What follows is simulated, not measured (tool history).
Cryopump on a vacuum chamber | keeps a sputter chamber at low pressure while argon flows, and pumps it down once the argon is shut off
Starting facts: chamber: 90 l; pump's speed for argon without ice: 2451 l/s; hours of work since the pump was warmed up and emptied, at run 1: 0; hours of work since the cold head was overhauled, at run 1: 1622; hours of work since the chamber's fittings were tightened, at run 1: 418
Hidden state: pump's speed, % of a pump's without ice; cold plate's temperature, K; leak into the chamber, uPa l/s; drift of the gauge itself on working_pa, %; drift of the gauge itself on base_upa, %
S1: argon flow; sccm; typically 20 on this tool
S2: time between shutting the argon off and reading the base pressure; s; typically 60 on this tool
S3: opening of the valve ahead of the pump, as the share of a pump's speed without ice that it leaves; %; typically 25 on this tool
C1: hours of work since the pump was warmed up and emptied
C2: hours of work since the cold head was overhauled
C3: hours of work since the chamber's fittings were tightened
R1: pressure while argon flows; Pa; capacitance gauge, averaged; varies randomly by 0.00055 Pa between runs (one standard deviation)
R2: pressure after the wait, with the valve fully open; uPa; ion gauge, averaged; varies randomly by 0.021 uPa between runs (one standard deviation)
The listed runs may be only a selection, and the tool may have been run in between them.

Run 1, hour 0.0: usual settings; C1 0; C2 1622; C3 418. Result: R1 0.0558 Pa, R2 0.98 uPa.
Run 2, hour 21.0: usual settings; C1 17; C2 1639; C3 435. Result: R1 0.0565 Pa, R2 1.04 uPa.
Run 3, hour 65.2: usual settings; C1 53; C2 1675; C3 471. Result: R1 0.0554 Pa, R2 1.06 uPa.
Run 4, hour 101.1: usual settings; C1 82; C2 1704; C3 500. Result: R1 0.0567 Pa, R2 1.10 uPa.
Run 5, hour 142.0: usual settings; C1 115; C2 1737; C3 533. Result: R1 0.0572 Pa, R2 1.17 uPa.
Run 6, hour 176.4: usual settings; C1 142; C2 1765; C3 561. Result: R1 0.0564 Pa, R2 1.21 uPa.
Run 7, hour 202.6: usual settings; C1 164; C2 1786; C3 582. Result: R1 0.0568 Pa, R2 1.25 uPa.
Run 8, hour 231.0: usual settings; C1 186; C2 1809; C3 605. Result: R1 0.0574 Pa, R2 1.32 uPa.
Run 9, hour 259.1: usual settings; C1 209; C2 1831; C3 627. Result: R1 0.0573 Pa, R2 1.40 uPa.
Run 10, hour 296.2: usual settings; C1 239; C2 1861; C3 657. Result: R1 0.0569 Pa, R2 1.44 uPa.
Run 11, hour 317.3: usual settings; C1 256; C2 1878; C3 674. Result: R1 0.0580 Pa, R2 1.41 uPa.
Run 12, hour 363.0: usual settings; C1 293; C2 1915; C3 711. Result: R1 0.0591 Pa, R2 1.56 uPa.
Run 13, hour 404.5: usual settings; C1 327; C2 1949; C3 745. Result: R1 0.0600 Pa, R2 1.68 uPa.
Run 14, hour 448.8: usual settings; C1 362; C2 1984; C3 780. Result: R1 0.0593 Pa, R2 1.72 uPa.
Run 15, hour 497.3: usual settings; C1 401; C2 2024; C3 820. Result: R1 0.0606 Pa, R2 1.82 uPa.
Run 16, hour 525.4: usual settings; C1 424; C2 2046; C3 842. Result: R1 0.0605 Pa, R2 1.93 uPa.
Run 17, hour 572.6: usual settings; C1 462; C2 2084; C3 880. Result: R1 0.0609 Pa, R2 2.09 uPa.
Run 18, hour 603.0: usual settings; C1 487; C2 2109; C3 905. Result: R1 0.0601 Pa, R2 2.17 uPa.
Run 19, hour 644.6: usual settings but S1 9 sccm, S2 110 s, S3 24 %; C1 520; C2 2143; C3 938. Result: R1 0.0292 Pa, R2 2.14 uPa.
At hour 660.1: pump warmed up, emptied and cooled again.
Run 20, hour 698.6: usual settings but S1 11 sccm, S2 22 s; C1 31; C2 2182; C3 978. Result: R1 0.0304 Pa, R2 2.28 uPa.
Run 21, hour 737.0: usual settings but S1 29 sccm, S2 190 s; C1 62; C2 2213; C3 1009. Result: R1 0.0828 Pa, R2 1.56 uPa.
At hour 772.3: leaking fittings of the chamber tightened, without venting.
Run 22, hour 780.7: usual settings but S1 29 sccm, S2 190 s; C1 96; C2 2247; C3 7. Result: R1 0.0821 Pa, R2 0.25 uPa.
Run 23, hour 829.6: usual settings but S1 9 sccm, S2 190 s; C1 135; C2 2286; C3 46. Result: R1 0.0249 Pa, R2 0.32 uPa.
Run 24, hour 873.9: usual settings but S1 9 sccm, S2 190 s; C1 171; C2 2322; C3 82. Result: R1 0.0258 Pa, R2 0.37 uPa.
Run 25, hour 913.5: usual settings but S1 11 sccm, S2 216 s, S3 53 %; C1 203; C2 2354; C3 114. Result: R1 0.0156 Pa, R2 0.39 uPa.
Run 26, hour 962.7: usual settings but S1 10 sccm, S2 275 s, S3 23 %; C1 243; C2 2394; C3 154. Result: R1 0.0321 Pa, R2 0.44 uPa.
Run 27, hour 1009.7: usual settings but S1 10 sccm, S2 275 s, S3 23 %; C1 281; C2 2432; C3 192. Result: R1 0.0318 Pa, R2 0.54 uPa.
Run 28, hour 1056.6: usual settings but S1 10 sccm, S2 275 s, S3 36 %; C1 318; C2 2469; C3 229. Result: R1 0.0221 Pa, R2 0.58 uPa.
Run 29, hour 1103.4: usual settings but S1 10 sccm, S2 161 s, S3 55 %; C1 356; C2 2507; C3 267. Result: R1 0.0147 Pa, R2 0.77 uPa.
Run 30, hour 1130.4: usual settings but S1 13 sccm, S2 256 s, S3 59 %; C1 378; C2 2529; C3 289. Result: R1 0.0190 Pa, R2 0.78 uPa.
Run 31, hour 1182.0: usual settings but S1 13 sccm, S2 256 s, S3 51 %; C1 420; C2 2571; C3 331. Result: R1 0.0209 Pa, R2 0.82 uPa.
Run 32, hour 1211.7: usual settings but S1 10 sccm, S2 48 s, S3 51 %; C1 444; C2 2595; C3 355. Result: R1 0.0165 Pa, R2 1.22 uPa.
Run 33, hour 1249.8: usual settings but S1 10 sccm, S2 48 s, S3 51 %; C1 474; C2 2625; C3 385. Result: R1 0.0159 Pa, R2 1.29 uPa.

3 options for the next run, each taken on its own from the tool as it stands now. Forecast them:
Run A, hour 1283.0: usual settings but S1 9 sccm, S2 81 s; C1 501; C2 2652; C3 412. Result: R1 ?, R2 ?.
Run B, hour 1283.0: usual settings but S1 16 sccm, S2 22 s; C1 501; C2 2652; C3 412. Result: R1 ?, R2 ?.
Run C, hour 1283.0: usual settings but S1 32 sccm, S2 203 s, S3 28 %; C1 501; C2 2652; C3 412. Result: R1 ?, R2 ?.

run      R1    R2
  A  0.0281  1.15
  B  0.0509  1.81
  C  0.0898  1.05
Without the tool's unlogged condition, the same runs would have read:
run      R1    R2
  A  0.0250  0.35
  B  0.0453  1.02
  C  0.0786  0.22
